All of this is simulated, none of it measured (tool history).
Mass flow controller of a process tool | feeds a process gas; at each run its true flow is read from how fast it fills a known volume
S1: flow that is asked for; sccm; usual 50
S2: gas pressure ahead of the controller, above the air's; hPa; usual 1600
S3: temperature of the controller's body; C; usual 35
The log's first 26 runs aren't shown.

{"run": 27, "hour": 2175.8, "S1": 31, "S2": 1470, "S3": 21, "true flow (%)": 99.45}
{"run": 28, "hour": 2238.7, "S1": 50, "S2": 1580, "S3": 31, "true flow (%)": 98.99}
{"hour": 2247.6, "done": "controller's zero set anew"}
{"run": 29, "hour": 2308.5, "S1": 26, "S2": 2210, "S3": 34, "true flow (%)": 97.09}
{"run": 30, "hour": 2371.2, "S1": 50, "S2": 1950, "S3": 24, "true flow (%)": 99.22}
{"run": 31, "hour": 2467.2, "S1": 30, "S2": 2550, "S3": 38, "true flow (%)": 96.67}
{"run": 32, "hour": 2552.8, "S1": 64, "S2": 1510, "S3": 35, "true flow (%)": 98.74}
{"run": 33, "hour": 2668.6, "S1": 15, "S2": 2400, "S3": 31, "true flow (%)": 96.25}
{"run": 34, "hour": 2781.2, "S1": 12, "S2": 1620, "S3": 23, "true flow (%)": 96.99}
{"hour": 2854.1, "done": "controller's zero set anew, once more"}
{"run": 35, "hour": 2896.5, "S1": 85, "S2": 1600, "S3": 37, "true flow (%)": 99.33}
{"run": 36, "hour": 2980.1, "S1": 14, "S2": 1600, "S3": 40, "true flow (%)": 97.73}
{"run": 37, "hour": 3034.1, "S1": 50, "S2": 1600, "S3": 32, "true flow (%)": 99.27}
{"run": 38, "hour": 3111.4, "S1": 68, "S2": 2060, "S3": 32, "true flow (%)": 99.34}
{"run": 39, "hour": 3181.4, "S1": 50, "S2": 1510, "S3": 21, "true flow (%)": 100.61}
{"run": 40, "hour": 3257.0, "S1": 20, "S2": 1600, "S3": 21, "true flow (%)": 99.97}
{"run": 41, "hour": 3372.6, "S1": 23, "S2": 1800, "S3": 21, "true flow (%)": 99.92}
{"run": 42, "hour": 3459.1, "S1": 23, "S2": 1800, "S3": 21, "true flow (%)": 99.8}
{"run": 43, "hour": 3560.0, "S1": 50, "S2": 2370, "S3": 28, "true flow (%)": 99.32}
{"run": 44, "hour": 3665.6, "S1": 50, "S2": 2630, "S3": 35, "true flow (%)": 98.23}
{"run": 45, "hour": 3733.8, "S1": 17, "S2": 2470, "S3": 31, "true flow (%)": 98.12}
{"run": 46, "hour": 3793.6, "S1": 17, "S2": 2470, "S3": 31, "true flow (%)": 97.96}
{"run": 47, "hour": 3859.7, "S1": 14, "S2": 1620, "S3": 31, "true flow (%)": 98.48}

4 ways to go on from here, each from the tool as it stands after run 47. What would each give?
{"run": "A", "hour": 3915.3, "S1": 40, "S2": 2670, "S3": 35, "true flow (%)": "?"}
{"run": "B", "hour": 3915.3, "S1": 17, "S2": 2600, "S3": 31, "true flow (%)": "?"}
{"run": "C", "hour": 3915.3, "S1": 92, "S2": 1600, "S3": 22, "true flow (%)": "?"}
{"run": "D", "hour": 3915.3, "S1": 50, "S2": 2360, "S3": 35, "true flow (%)": "?"}

run=A true_flow_(%)=98.09
run=B true_flow_(%)=97.83
run=C true_flow_(%)=101.13
run=D true_flow_(%)=98.55
Without the tool's hidden state the same runs would have given:
run=A true_flow_(%)=97.5
run=B true_flow_(%)=97.57
run=C true_flow_(%)=100.41
run=D true_flow_(%)=97.91

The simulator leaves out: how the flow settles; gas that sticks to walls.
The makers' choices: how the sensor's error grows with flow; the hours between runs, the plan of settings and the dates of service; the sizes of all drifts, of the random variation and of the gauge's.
